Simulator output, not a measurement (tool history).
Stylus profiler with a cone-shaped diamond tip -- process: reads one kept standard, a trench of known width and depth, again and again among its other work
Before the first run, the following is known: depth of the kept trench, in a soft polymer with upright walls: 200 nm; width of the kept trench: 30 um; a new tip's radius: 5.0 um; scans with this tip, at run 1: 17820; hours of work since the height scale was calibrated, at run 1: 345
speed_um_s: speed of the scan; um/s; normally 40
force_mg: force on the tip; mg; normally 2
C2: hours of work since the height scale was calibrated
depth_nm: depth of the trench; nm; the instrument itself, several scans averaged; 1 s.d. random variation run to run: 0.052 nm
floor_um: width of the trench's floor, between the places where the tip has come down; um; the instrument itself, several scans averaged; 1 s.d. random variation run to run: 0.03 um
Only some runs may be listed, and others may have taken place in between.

Run 1, hour 0: usual settings; scans with this tip 17820; C2 345. Result: depth_nm 202.03 nm, floor_um 26.99 um.
Run 2, hour 60.6: usual settings; scans with this tip 18227; C2 382. Result: depth_nm 202.07 nm, floor_um 26.93 um.
Run 3, hour 130.3: usual settings; scans with this tip 18696; C2 425. Result: depth_nm 202.02 nm, floor_um 26.96 um.
Run 4, hour 198.3: usual settings but force_mg 4.61 mg; scans with this tip 19153; C2 466. Result: depth_nm 203.6 nm, floor_um 27.03 um.
Run 5, hour 277: usual settings but force_mg 4.61 mg; scans with this tip 19682; C2 514. Result: depth_nm 203.53 nm, floor_um 27.04 um.
Run 6, hour 315.6: usual settings but force_mg 4.61 mg; scans with this tip 19941; C2 537. Result: depth_nm 203.53 nm, floor_um 26.98 um.
Run 7, hour 386.9: usual settings but force_mg 4.61 mg; scans with this tip 20421; C2 580. Result: depth_nm 203.52 nm, floor_um 27.03 um.
Run 8, hour 470.6: usual settings but force_mg 4.61 mg; scans with this tip 20983; C2 631. Result: depth_nm 203.5 nm, floor_um 27.04 um.
Run 9, hour 551.8: usual settings; scans with this tip 21529; C2 680. Result: depth_nm 202.04 nm, floor_um 26.93 um.
Run 10, hour 601.1: usual settings; scans with this tip 21860; C2 710. Result: depth_nm 201.98 nm, floor_um 26.94 um.
Run 11, hour 640.2: usual settings; scans with this tip 22123; C2 734. Result: depth_nm 202.05 nm, floor_um 26.96 um.
Run 12, hour 684.1: usual settings; scans with this tip 22419; C2 760. Result: depth_nm 201.98 nm, floor_um 26.96 um.
Run 13, hour 718.9: usual settings; scans with this tip 22652; C2 782. Result: depth_nm 201.99 nm, floor_um 26.97 um.
Run 14, hour 770.1: usual settings; scans with this tip 22997; C2 813. Result: depth_nm 202.06 nm, floor_um 26.91 um.
Run 15, hour 824.6: usual settings; scans with this tip 23363; C2 846. Result: depth_nm 201.99 nm, floor_um 26.96 um.
Run 16, hour 882: usual settings; scans with this tip 23749; C2 880. Result: depth_nm 202.07 nm, floor_um 26.95 um.
Run 17, hour 948.6: usual settings; scans with this tip 24196; C2 921. Result: depth_nm 202.02 nm, floor_um 26.97 um.
Run 18, hour 1010.7: usual settings but speed_um_s 50 um/s; scans with this tip 24614; C2 959. Result: depth_nm 202.04 nm, floor_um 26.9 um.
Run 19, hour 1065.7: usual settings; scans with this tip 24983; C2 992. Result: depth_nm 202.1 nm, floor_um 26.98 um.
Run 20, hour 1106.5: usual settings but speed_um_s 47 um/s; scans with this tip 25258; C2 1017. Result: depth_nm 202.1 nm, floor_um 26.9 um.
Run 21, hour 1163.1: usual settings but speed_um_s 47 um/s; scans with this tip 25638; C2 1051. Result: depth_nm 202.04 nm, floor_um 26.86 um.
Run 22, hour 1228.7: usual settings; scans with this tip 26079; C2 1091. Result: depth_nm 202.04 nm, floor_um 26.96 um.
Run 23, hour 1300.9: usual settings but speed_um_s 14 um/s; scans with this tip 26564; C2 1135. Result: depth_nm 201.92 nm, floor_um 27.09 um.
Run 24, hour 1379.3: usual settings but speed_um_s 14 um/s; scans with this tip 27091; C2 1182. Result: depth_nm 202.06 nm, floor_um 27.11 um.
Run 25, hour 1417.7: usual settings but speed_um_s 78 um/s, force_mg 3.73 mg; scans with this tip 27350; C2 1205. Result: depth_nm 203.01 nm, floor_um 26.86 um.
Run 26, hour 1470.5: usual settings but speed_um_s 78 um/s, force_mg 3.73 mg; scans with this tip 27704; C2 1237. Result: depth_nm 203.11 nm, floor_um 26.9 um.
At hour 1483.1: height scale calibrated on a step standard.
At hour 1500.9: new tip fitted, height scale calibrated.
Run 27, hour 1540.9: usual settings but speed_um_s 11 um/s, force_mg 1.67 mg; scans with this tip 269; C2 24. Result: depth_nm 201.75 nm, floor_um 27.15 um.
Run 28, hour 1612.9: usual settings but force_mg 4.46 mg; scans with this tip 753; C2 68. Result: depth_nm 203.39 nm, floor_um 26.97 um.
Run 29, hour 1694.7: usual settings but force_mg 4.46 mg; scans with this tip 1303; C2 118. Result: depth_nm 203.45 nm, floor_um 26.99 um.
Run 30, hour 1776.1: usual settings but force_mg 4.46 mg; scans with this tip 1850; C2 167. Result: depth_nm 203.48 nm, floor_um 27 um.
Run 31, hour 1848.8: usual settings but speed_um_s 13 um/s, force_mg 1.29 mg; scans with this tip 2338; C2 211. Result: depth_nm 201.5 nm, floor_um 27.08 um.
Run 32, hour 1912.3: usual settings but speed_um_s 13 um/s, force_mg 1.29 mg; scans with this tip 2766; C2 250. Result: depth_nm 201.47 nm, floor_um 27.06 um.
Run 33, hour 1965.4: usual settings but speed_um_s 16 um/s, force_mg 1.41 mg; scans with this tip 3122; C2 282. Result: depth_nm 201.65 nm, floor_um 27.07 um.
Run 34, hour 2024.1: usual settings but speed_um_s 42 um/s, force_mg 4.11 mg; scans with this tip 3517; C2 317. Result: depth_nm 203.21 nm, floor_um 27.08 um.
Run 35, hour 2100.7: usual settings but speed_um_s 42 um/s, force_mg 4.11 mg; scans with this tip 4032; C2 364. Result: depth_nm 203.27 nm, floor_um 27.03 um.
Run 36, hour 2137.2: usual settings but speed_um_s 42 um/s, force_mg 4.11 mg; scans with this tip 4277; C2 386. Result: depth_nm 203.24 nm, floor_um 27.05 um.
Run 37, hour 2195: usual settings but speed_um_s 92 um/s, force_mg 0.7 mg; scans with this tip 4666; C2 421. Result: depth_nm 201.1 nm, floor_um 26.33 um.
Run 38, hour 2261.8: usual settings but speed_um_s 92 um/s, force_mg 0.7 mg; scans with this tip 5115; C2 462. Result: depth_nm 201.01 nm, floor_um 26.28 um.
Run 39, hour 2337.7: usual settings but speed_um_s 15 um/s, force_mg 1.89 mg; scans with this tip 5625; C2 508. Result: depth_nm 202.01 nm, floor_um 27.11 um.
Run 40, hour 2407.4: usual settings but force_mg 1.62 mg; scans with this tip 6093; C2 550. Result: depth_nm 201.81 nm, floor_um 26.96 um.
Run 41, hour 2488.1: usual settings but speed_um_s 83 um/s, force_mg 2.78 mg; scans with this tip 6636; C2 599. Result: depth_nm 202.54 nm, floor_um 26.82 um.
Run 42, hour 2534.4: usual settings but speed_um_s 11 um/s, force_mg 1.78 mg; scans with this tip 6947; C2 627. Result: depth_nm 201.91 nm, floor_um 27.14 um.
Run 43, hour 2575.3: usual settings but speed_um_s 11 um/s, force_mg 1.78 mg; scans with this tip 7222; C2 652. Result: depth_nm 201.84 nm, floor_um 27.13 um.
Run 44, hour 2612.5: usual settings but speed_um_s 118 um/s, force_mg 1.02 mg; scans with this tip 7472; C2 674. Result: depth_nm 201.3 nm, floor_um 26.25 um.
Run 45, hour 2687: usual settings but speed_um_s 118 um/s, force_mg 1.02 mg; scans with this tip 7973; C2 719. Result: depth_nm 201.25 nm, floor_um 26.25 um.
Run 46, hour 2751.7: usual settings but speed_um_s 47 um/s, force_mg 4.76 mg; scans with this tip 8407; C2 759. Result: depth_nm 203.6 nm, floor_um 27.03 um.

Take each entry between the runs: how does the hidden state at the last listed run before it differ from the hidden state at the first listed run after it?
From run 26 to run 27: height scale calibrated on a step standard (hour 1483.1); new tip fitted, height scale calibrated (hour 1500.9)
  radius of the tip, um: 5.05 -> 5; height scale over the true one, %: -0.005 -> 0
